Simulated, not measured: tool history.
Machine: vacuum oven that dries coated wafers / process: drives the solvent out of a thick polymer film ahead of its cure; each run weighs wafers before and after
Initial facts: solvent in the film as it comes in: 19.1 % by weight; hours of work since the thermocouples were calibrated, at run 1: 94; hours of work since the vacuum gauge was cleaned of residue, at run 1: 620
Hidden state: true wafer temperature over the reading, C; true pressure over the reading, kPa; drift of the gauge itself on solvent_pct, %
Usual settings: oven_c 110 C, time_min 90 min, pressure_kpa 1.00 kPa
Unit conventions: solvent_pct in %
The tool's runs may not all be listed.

run   hour  oven_c  time_min  pressure_kpa  hours of work since the thermocouples were calibrated  hours of work since the vacuum gauge was cleaned of residue  solvent_pct
  1    0.0     110        90          1.00                                                     94                                                          620         1.80
  2   34.3     110        90          1.00                                                    120                                                          647         1.82
  3   68.3     110        90          1.00                                                    147                                                          673         1.83
  4  106.3     110        66          1.00                                                    176                                                          703         3.03
  5  128.4     110        66          1.00                                                    193                                                          720         3.03
  6  164.7     110        66          1.00                                                    221                                                          748         3.03
  7  193.1     110        90          1.00                                                    243                                                          770         1.86
  8  209.9     110        90          1.00                                                    256                                                          783         1.87
  9  234.4     110        90          1.00                                                    275                                                          802         1.89
 10  252.6     110        90          1.00                                                    289                                                          816         1.90
 11  282.8     110        90          1.00                                                    313                                                          839         1.88
 12  304.0     110        90          2.06                                                    329                                                          856         2.40
 13  334.3     110        90          2.06                                                    353                                                          879         2.41
 14  356.9     110        90          1.00                                                    370                                                          897         1.92
 15  384.4     110        90          1.00                                                    391                                                          918         1.89
 16  419.4     110        90          1.00                                                    419                                                          945         1.89
 17  436.9     110        52          1.00                                                    432                                                          959         4.29
 18  469.5     110        90          1.00                                                    457                                                          984         1.93
 19  506.0     110        90          1.00                                                    486                                                         1012         1.95
 20  527.4     110        90          1.00                                                    502                                                         1029         1.96
 21  543.3     103        90          1.00                                                    515                                                         1041         3.34
 22  565.5     103        90          1.00                                                    532                                                         1058         3.33
 23  601.7     110        90          1.00                                                    560                                                         1086         1.98

Estimate the outcome of run 24 from the log above:
 24  636.5     110       109          1.00                                                    587                                                         1113            ?

Run 24 produced solvent_pct 1.42 %.
Were there no unlogged condition in the tool, this run, its random variation unchanged, would have produced solvent_pct 1.22 %.

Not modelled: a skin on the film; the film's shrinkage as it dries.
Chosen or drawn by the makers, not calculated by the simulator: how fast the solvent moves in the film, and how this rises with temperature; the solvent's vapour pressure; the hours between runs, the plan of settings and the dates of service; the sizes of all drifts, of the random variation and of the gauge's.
